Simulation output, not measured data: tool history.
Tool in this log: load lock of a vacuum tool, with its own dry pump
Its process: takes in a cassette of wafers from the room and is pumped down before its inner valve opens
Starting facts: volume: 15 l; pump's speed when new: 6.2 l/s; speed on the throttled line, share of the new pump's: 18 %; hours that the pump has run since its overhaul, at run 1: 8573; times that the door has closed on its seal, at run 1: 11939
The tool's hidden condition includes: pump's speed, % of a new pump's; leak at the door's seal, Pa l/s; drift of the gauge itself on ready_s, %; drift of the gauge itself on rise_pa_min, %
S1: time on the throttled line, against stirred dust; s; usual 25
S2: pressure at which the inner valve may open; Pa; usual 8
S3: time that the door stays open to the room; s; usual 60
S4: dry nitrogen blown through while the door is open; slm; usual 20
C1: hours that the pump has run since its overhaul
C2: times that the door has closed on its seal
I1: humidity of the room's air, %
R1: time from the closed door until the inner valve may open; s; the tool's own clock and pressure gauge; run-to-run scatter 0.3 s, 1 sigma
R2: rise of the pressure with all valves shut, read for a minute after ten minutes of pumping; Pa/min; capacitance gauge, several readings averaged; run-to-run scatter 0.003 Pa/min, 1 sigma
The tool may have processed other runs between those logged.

{"run": 1, "hour": 0.0, "S1": 25, "S2": 8, "S3": 60, "S4": 20, "C1": 8573, "C2": 11939, "I1": 43.0, "R1": 43.4, "R2": 0.044}
{"run": 2, "hour": 309.6, "S1": 25, "S2": 8, "S3": 60, "S4": 20, "C1": 8883, "C2": 12307, "I1": 45.0, "R1": 42.9, "R2": 0.047}
{"run": 3, "hour": 755.9, "S1": 25, "S2": 8, "S3": 60, "S4": 20, "C1": 9329, "C2": 12838, "I1": 45.5, "R1": 43.6, "R2": 0.042}
{"run": 4, "hour": 1123.3, "S1": 25, "S2": 8, "S3": 60, "S4": 20, "C1": 9696, "C2": 13275, "I1": 43.6, "R1": 43.7, "R2": 0.039}
{"run": 5, "hour": 1489.2, "S1": 25, "S2": 8, "S3": 60, "S4": 20, "C1": 10062, "C2": 13710, "I1": 47.2, "R1": 43.3, "R2": 0.046}
{"run": 6, "hour": 1897.3, "S1": 25, "S2": 8, "S3": 60, "S4": 20, "C1": 10470, "C2": 14196, "I1": 46.8, "R1": 43.2, "R2": 0.045}
{"run": 7, "hour": 2133.1, "S1": 25, "S2": 8, "S3": 60, "S4": 20, "C1": 10706, "C2": 14476, "I1": 46.8, "R1": 43.7, "R2": 0.046}
{"run": 8, "hour": 2445.7, "S1": 25, "S2": 6, "S3": 60, "S4": 20, "C1": 11019, "C2": 14848, "I1": 45.9, "R1": 44.4, "R2": 0.045}
{"run": 9, "hour": 2839.4, "S1": 25, "S2": 6, "S3": 43, "S4": 20, "C1": 11413, "C2": 15316, "I1": 49.1, "R1": 44.2, "R2": 0.041}
{"run": 10, "hour": 3215.3, "S1": 25, "S2": 11, "S3": 60, "S4": 20, "C1": 11788, "C2": 15764, "I1": 45.6, "R1": 42.3, "R2": 0.043}
{"hour": 3245.9, "done": "dry pump taken out, an overhauled one fitted"}
{"run": 11, "hour": 3650.1, "S1": 25, "S2": 11, "S3": 60, "S4": 20, "C1": 404, "C2": 16274, "I1": 45.9, "R1": 42.6, "R2": 0.038}
{"run": 12, "hour": 3998.3, "S1": 25, "S2": 8, "S3": 60, "S4": 20, "C1": 752, "C2": 16688, "I1": 45.8, "R1": 43.9, "R2": 0.048}
{"run": 13, "hour": 4304.9, "S1": 25, "S2": 8, "S3": 60, "S4": 20, "C1": 1059, "C2": 17052, "I1": 44.0, "R1": 43.2, "R2": 0.042}
{"run": 14, "hour": 4685.4, "S1": 25, "S2": 8, "S3": 60, "S4": 20, "C1": 1439, "C2": 17505, "I1": 45.1, "R1": 43.9, "R2": 0.047}
{"run": 15, "hour": 5104.7, "S1": 18, "S2": 11, "S3": 60, "S4": 20, "C1": 1859, "C2": 18004, "I1": 43.0, "R1": 36.7, "R2": 0.043}
{"run": 16, "hour": 5399.4, "S1": 18, "S2": 11, "S3": 100, "S4": 20, "C1": 2153, "C2": 18354, "I1": 45.7, "R1": 36.8, "R2": 0.051}
{"run": 17, "hour": 5789.6, "S1": 34, "S2": 7, "S3": 130, "S4": 20, "C1": 2544, "C2": 18818, "I1": 47.7, "R1": 51.2, "R2": 0.056}
{"run": 18, "hour": 6198.2, "S1": 34, "S2": 7, "S3": 130, "S4": 20, "C1": 2952, "C2": 19304, "I1": 43.9, "R1": 51.1, "R2": 0.054}
{"run": 19, "hour": 6567.0, "S1": 39, "S2": 6, "S3": 60, "S4": 15, "C1": 3321, "C2": 19743, "I1": 43.0, "R1": 55.1, "R2": 0.052}
{"run": 20, "hour": 6780.8, "S1": 13, "S2": 10, "S3": 60, "S4": 15, "C1": 3535, "C2": 19997, "I1": 43.2, "R1": 33.0, "R2": 0.056}
{"run": 21, "hour": 6996.7, "S1": 13, "S2": 10, "S3": 60, "S4": 15, "C1": 3751, "C2": 20254, "I1": 43.2, "R1": 33.3, "R2": 0.049}
{"run": 22, "hour": 7272.5, "S1": 13, "S2": 10, "S3": 60, "S4": 15, "C1": 4027, "C2": 20582, "I1": 48.5, "R1": 33.1, "R2": 0.054}
{"run": 23, "hour": 7474.0, "S1": 21, "S2": 8, "S3": 60, "S4": 6, "C1": 4228, "C2": 20822, "I1": 41.9, "R1": 40.2, "R2": 0.069}
{"run": 24, "hour": 7776.0, "S1": 15, "S2": 10, "S3": 31, "S4": 11, "C1": 4530, "C2": 21181, "I1": 45.3, "R1": 34.7, "R2": 0.052}
{"run": 25, "hour": 8129.6, "S1": 39, "S2": 8, "S3": 60, "S4": 20, "C1": 4884, "C2": 21602, "I1": 45.3, "R1": 54.7, "R2": 0.048}
{"run": 26, "hour": 8328.7, "S1": 25, "S2": 14, "S3": 79, "S4": 13, "C1": 5083, "C2": 21839, "I1": 44.3, "R1": 42.1, "R2": 0.062}
{"run": 27, "hour": 8784.2, "S1": 31, "S2": 8, "S3": 36, "S4": 20, "C1": 5538, "C2": 22380, "I1": 44.5, "R1": 48.5, "R2": 0.041}
{"run": 28, "hour": 9105.9, "S1": 15, "S2": 15, "S3": 51, "S4": 20, "C1": 5860, "C2": 22763, "I1": 45.8, "R1": 33.8, "R2": 0.044}

Below are 4 alternative next runs, each starting from the tool's condition after run 28. Predict each:
{"run": "A", "hour": 9500.1, "S1": 15, "S2": 15, "S3": 25, "S4": 9, "C1": 6254, "C2": 23232, "I1": 44.0, "R1": "?", "R2": "?"}
{"run": "B", "hour": 9500.1, "S1": 25, "S2": 8, "S3": 184, "S4": 20, "C1": 6254, "C2": 23232, "I1": 40.1, "R1": "?", "R2": "?"}
{"run": "C", "hour": 9500.1, "S1": 46, "S2": 11, "S3": 60, "S4": 20, "C1": 6254, "C2": 23232, "I1": 44.8, "R1": "?", "R2": "?"}
{"run": "D", "hour": 9500.1, "S1": 25, "S2": 11, "S3": 60, "S4": 5, "C1": 6254, "C2": 23232, "I1": 45.1, "R1": "?", "R2": "?"}

run=A R1=34.2 R2=0.048
run=B R1=42.9 R2=0.051
run=C R1=59.4 R2=0.044
run=D R1=42.3 R2=0.076
Take away the tool's hidden state, keep each run's random variation, and the runs would have read:
run=A R1=34.2 R2=0.047
run=B R1=42.9 R2=0.051
run=C R1=59.4 R2=0.044
run=D R1=42.3 R2=0.076
